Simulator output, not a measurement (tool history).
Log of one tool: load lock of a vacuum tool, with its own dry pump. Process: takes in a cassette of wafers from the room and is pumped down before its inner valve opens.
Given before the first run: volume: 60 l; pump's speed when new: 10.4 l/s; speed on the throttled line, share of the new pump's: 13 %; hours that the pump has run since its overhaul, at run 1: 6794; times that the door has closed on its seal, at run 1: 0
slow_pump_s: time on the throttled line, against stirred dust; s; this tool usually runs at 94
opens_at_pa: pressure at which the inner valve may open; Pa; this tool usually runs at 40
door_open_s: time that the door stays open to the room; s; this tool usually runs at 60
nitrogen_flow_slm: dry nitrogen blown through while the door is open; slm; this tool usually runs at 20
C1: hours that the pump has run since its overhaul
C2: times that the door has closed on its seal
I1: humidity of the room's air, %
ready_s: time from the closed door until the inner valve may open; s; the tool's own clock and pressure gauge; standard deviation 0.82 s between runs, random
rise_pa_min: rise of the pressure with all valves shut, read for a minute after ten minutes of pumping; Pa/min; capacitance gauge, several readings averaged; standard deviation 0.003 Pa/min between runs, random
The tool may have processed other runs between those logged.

{"run": 1, "day": 0.0, "slow_pump_s": 94, "opens_at_pa": 40, "door_open_s": 60, "nitrogen_flow_slm": 20, "C1": 6794, "C2": 0, "I1": 46.9, "ready_s": 127.5, "rise_pa_min": 0.028}
{"run": 2, "day": 13.721, "slow_pump_s": 94, "opens_at_pa": 40, "door_open_s": 60, "nitrogen_flow_slm": 20, "C1": 7124, "C2": 1630, "I1": 43.4, "ready_s": 126.9, "rise_pa_min": 0.028}
{"run": 3, "day": 23.975, "slow_pump_s": 94, "opens_at_pa": 40, "door_open_s": 60, "nitrogen_flow_slm": 20, "C1": 7370, "C2": 2847, "I1": 43.3, "ready_s": 126, "rise_pa_min": 0.024}
{"run": 4, "day": 34.588, "slow_pump_s": 94, "opens_at_pa": 40, "door_open_s": 60, "nitrogen_flow_slm": 20, "C1": 7625, "C2": 4107, "I1": 50.8, "ready_s": 127, "rise_pa_min": 0.026}
{"run": 5, "day": 51.792, "slow_pump_s": 94, "opens_at_pa": 40, "door_open_s": 60, "nitrogen_flow_slm": 20, "C1": 8038, "C2": 6150, "I1": 47.1, "ready_s": 127.5, "rise_pa_min": 0.028}
{"run": 6, "day": 70.396, "slow_pump_s": 94, "opens_at_pa": 40, "door_open_s": 60, "nitrogen_flow_slm": 20, "C1": 8484, "C2": 8359, "I1": 40.7, "ready_s": 128.5, "rise_pa_min": 0.025}
{"run": 7, "day": 85.425, "slow_pump_s": 94, "opens_at_pa": 40, "door_open_s": 60, "nitrogen_flow_slm": 20, "C1": 8845, "C2": 10144, "I1": 44.6, "ready_s": 128.7, "rise_pa_min": 0.028}
{"run": 8, "day": 94.721, "slow_pump_s": 94, "opens_at_pa": 40, "door_open_s": 60, "nitrogen_flow_slm": 20, "C1": 9068, "C2": 11248, "I1": 44.7, "ready_s": 127.3, "rise_pa_min": 0.024}
{"run": 9, "day": 109.396, "slow_pump_s": 94, "opens_at_pa": 40, "door_open_s": 60, "nitrogen_flow_slm": 20, "C1": 9420, "C2": 12990, "I1": 47.5, "ready_s": 126.7, "rise_pa_min": 0.029}
{"run": 10, "day": 122.05, "slow_pump_s": 94, "opens_at_pa": 40, "door_open_s": 60, "nitrogen_flow_slm": 20, "C1": 9724, "C2": 14493, "I1": 46.6, "ready_s": 126.7, "rise_pa_min": 0.031}
{"run": 11, "day": 136.971, "slow_pump_s": 94, "opens_at_pa": 40, "door_open_s": 60, "nitrogen_flow_slm": 20, "C1": 10082, "C2": 16265, "I1": 43.5, "ready_s": 125.9, "rise_pa_min": 0.028}
{"day": 153.288, "done": "dry pump taken out, an overhauled one fitted"}
{"run": 12, "day": 155.704, "slow_pump_s": 94, "opens_at_pa": 40, "door_open_s": 60, "nitrogen_flow_slm": 20, "C1": 58, "C2": 18459, "I1": 45.8, "ready_s": 127.7, "rise_pa_min": 0.031}
{"run": 13, "day": 171.912, "slow_pump_s": 94, "opens_at_pa": 40, "door_open_s": 60, "nitrogen_flow_slm": 20, "C1": 447, "C2": 20384, "I1": 44.1, "ready_s": 126.8, "rise_pa_min": 0.026}
{"run": 14, "day": 183.733, "slow_pump_s": 94, "opens_at_pa": 40, "door_open_s": 60, "nitrogen_flow_slm": 20, "C1": 731, "C2": 21788, "I1": 44.3, "ready_s": 127.3, "rise_pa_min": 0.031}
{"run": 15, "day": 202.021, "slow_pump_s": 81, "opens_at_pa": 29, "door_open_s": 60, "nitrogen_flow_slm": 20, "C1": 1170, "C2": 23959, "I1": 42.6, "ready_s": 115.3, "rise_pa_min": 0.024}
{"run": 16, "day": 211.688, "slow_pump_s": 47, "opens_at_pa": 40, "door_open_s": 60, "nitrogen_flow_slm": 28, "C1": 1402, "C2": 25107, "I1": 44.9, "ready_s": 86.2, "rise_pa_min": 0.029}
{"run": 17, "day": 229.283, "slow_pump_s": 47, "opens_at_pa": 40, "door_open_s": 60, "nitrogen_flow_slm": 28, "C1": 1824, "C2": 27196, "I1": 45.4, "ready_s": 86.3, "rise_pa_min": 0.024}
{"run": 18, "day": 243.658, "slow_pump_s": 94, "opens_at_pa": 40, "door_open_s": 85, "nitrogen_flow_slm": 5, "C1": 2169, "C2": 28903, "I1": 45.8, "ready_s": 127.4, "rise_pa_min": 0.047}

Branching from run 18: 3 alternative next runs. What would each branch give?
{"run": "A", "day": 258.762, "slow_pump_s": 105, "opens_at_pa": 40, "door_open_s": 85, "nitrogen_flow_slm": 5, "C1": 2531, "C2": 30697, "I1": 41.7, "ready_s": "?", "rise_pa_min": "?"}
{"run": "B", "day": 258.762, "slow_pump_s": 94, "opens_at_pa": 62, "door_open_s": 85, "nitrogen_flow_slm": 5, "C1": 2531, "C2": 30697, "I1": 42.8, "ready_s": "?", "rise_pa_min": "?"}
{"run": "C", "day": 258.762, "slow_pump_s": 128, "opens_at_pa": 40, "door_open_s": 85, "nitrogen_flow_slm": 5, "C1": 2531, "C2": 30697, "I1": 45.3, "ready_s": "?", "rise_pa_min": "?"}

run=A ready_s=136 rise_pa_min=0.034
run=B ready_s=125.2 rise_pa_min=0.042
run=C ready_s=157.3 rise_pa_min=0.05
The same runs, with their run-to-run variation unchanged, on a tool lacking any hidden condition would have given:
run=A ready_s=136 rise_pa_min=0.034
run=B ready_s=125.2 rise_pa_min=0.042
run=C ready_s=157.3 rise_pa_min=0.049
